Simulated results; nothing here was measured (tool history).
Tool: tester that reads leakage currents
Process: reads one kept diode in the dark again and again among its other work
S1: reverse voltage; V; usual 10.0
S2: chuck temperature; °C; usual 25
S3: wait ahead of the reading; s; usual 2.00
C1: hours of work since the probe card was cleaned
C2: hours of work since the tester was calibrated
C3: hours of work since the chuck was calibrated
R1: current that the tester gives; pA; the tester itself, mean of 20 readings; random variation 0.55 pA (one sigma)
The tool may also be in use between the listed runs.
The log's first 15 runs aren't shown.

{"run": 16, "hour": 2663.1, "S1": 6.5, "S2": 22, "S3": 1.01, "C1": 1384, "C2": 2110, "C3": 1439, "R1": 149.76}
{"run": 17, "hour": 2778.8, "S1": 6.5, "S2": 22, "S3": 1.01, "C1": 1446, "C2": 2172, "C3": 1502, "R1": 150.08}
{"hour": 2798.8, "done": "chuck's temperature calibrated"}
{"run": 18, "hour": 2982.9, "S1": 12.9, "S2": 49, "S3": 0.72, "C1": 1556, "C2": 2282, "C3": 100, "R1": 1057.44}
{"hour": 3095.3, "done": "probe card cleaned and baked"}
{"run": 19, "hour": 3187.6, "S1": 12.9, "S2": 49, "S3": 0.72, "C1": 50, "C2": 2391, "C3": 209, "R1": 1067.9}
{"run": 20, "hour": 3398.6, "S1": 12.9, "S2": 49, "S3": 0.72, "C1": 164, "C2": 2505, "C3": 323, "R1": 1080.94}
{"run": 21, "hour": 3604.3, "S1": 12.9, "S2": 49, "S3": 0.72, "C1": 275, "C2": 2616, "C3": 434, "R1": 1090.36}
{"run": 22, "hour": 3785.9, "S1": 1.2, "S2": 57, "S3": 1.6, "C1": 374, "C2": 2715, "C3": 533, "R1": 669.46}
{"run": 23, "hour": 4014.7, "S1": 6.1, "S2": 33, "S3": 3.84, "C1": 497, "C2": 2838, "C3": 656, "R1": 286.31}
{"run": 24, "hour": 4244.4, "S1": 11.7, "S2": 26, "S3": 0.73, "C1": 622, "C2": 2963, "C3": 781, "R1": 238.07}
{"run": 25, "hour": 4395.9, "S1": 13.6, "S2": 54, "S3": 0.73, "C1": 704, "C2": 3045, "C3": 863, "R1": 1588.05}
{"run": 26, "hour": 4575.5, "S1": 16.1, "S2": 51, "S3": 0.31, "C1": 801, "C2": 3142, "C3": 960, "R1": 1442.66}
{"run": 27, "hour": 4730.7, "S1": 10.0, "S2": 46, "S3": 0.94, "C1": 885, "C2": 3226, "C3": 1044, "R1": 867.83}
{"run": 28, "hour": 4928.5, "S1": 1.4, "S2": 46, "S3": 0.94, "C1": 992, "C2": 3333, "C3": 1151, "R1": 387.96}
{"run": 29, "hour": 5045.7, "S1": 1.3, "S2": 57, "S3": 0.57, "C1": 1055, "C2": 3396, "C3": 1214, "R1": 746.74}
{"run": 30, "hour": 5280.9, "S1": 6.7, "S2": 31, "S3": 8.0, "C1": 1183, "C2": 3523, "C3": 1341, "R1": 280.3}
{"run": 31, "hour": 5426.2, "S1": 1.7, "S2": 25, "S3": 4.29, "C1": 1261, "C2": 3602, "C3": 1420, "R1": 104.96}
{"hour": 5596.0, "done": "chuck's temperature calibrated"}
{"run": 32, "hour": 5596.8, "S1": 1.7, "S2": 25, "S3": 4.29, "C1": 1353, "C2": 3693, "C3": 0, "R1": 90.33}
{"run": 33, "hour": 5817.6, "S1": 1.7, "S2": 25, "S3": 4.29, "C1": 1472, "C2": 3813, "C3": 120, "R1": 91.38}
{"run": 34, "hour": 6025.9, "S1": 11.3, "S2": 24, "S3": 0.61, "C1": 1585, "C2": 3926, "C3": 233, "R1": 196.09}

Forecast each of these 5 alternatives for the next run:
{"hour": 6100.4, "done": "probe card cleaned and baked"}
{"run": "A", "hour": 6148.9, "S1": 10.0, "S2": 36, "S3": 2.21, "C1": 26, "C2": 3990, "C3": 298, "R1": "?"}
{"hour": 6100.4, "done": "probe card cleaned and baked"}
{"run": "B", "hour": 6148.9, "S1": 2.3, "S2": 41, "S3": 0.48, "C1": 26, "C2": 3990, "C3": 298, "R1": "?"}
{"hour": 6100.4, "done": "probe card cleaned and baked"}
{"run": "C", "hour": 6148.9, "S1": 10.0, "S2": 57, "S3": 2.0, "C1": 26, "C2": 3990, "C3": 298, "R1": "?"}
{"hour": 6100.4, "done": "probe card cleaned and baked"}
{"run": "D", "hour": 6148.9, "S1": 9.2, "S2": 24, "S3": 1.65, "C1": 26, "C2": 3990, "C3": 298, "R1": "?"}
{"hour": 6100.4, "done": "probe card cleaned and baked"}
{"run": "E", "hour": 6148.9, "S1": 14.3, "S2": 42, "S3": 2.55, "C1": 26, "C2": 3990, "C3": 298, "R1": "?"}

run=A R1=420.12
run=B R1=318.96
run=C R1=1601.91
run=D R1=174.05
run=E R1=721.81
Without the tool's hidden state the same runs would have given:
run=A R1=398.10
run=B R1=302.73
run=C R1=1526.02
run=D R1=164.32
run=E R1=685.07

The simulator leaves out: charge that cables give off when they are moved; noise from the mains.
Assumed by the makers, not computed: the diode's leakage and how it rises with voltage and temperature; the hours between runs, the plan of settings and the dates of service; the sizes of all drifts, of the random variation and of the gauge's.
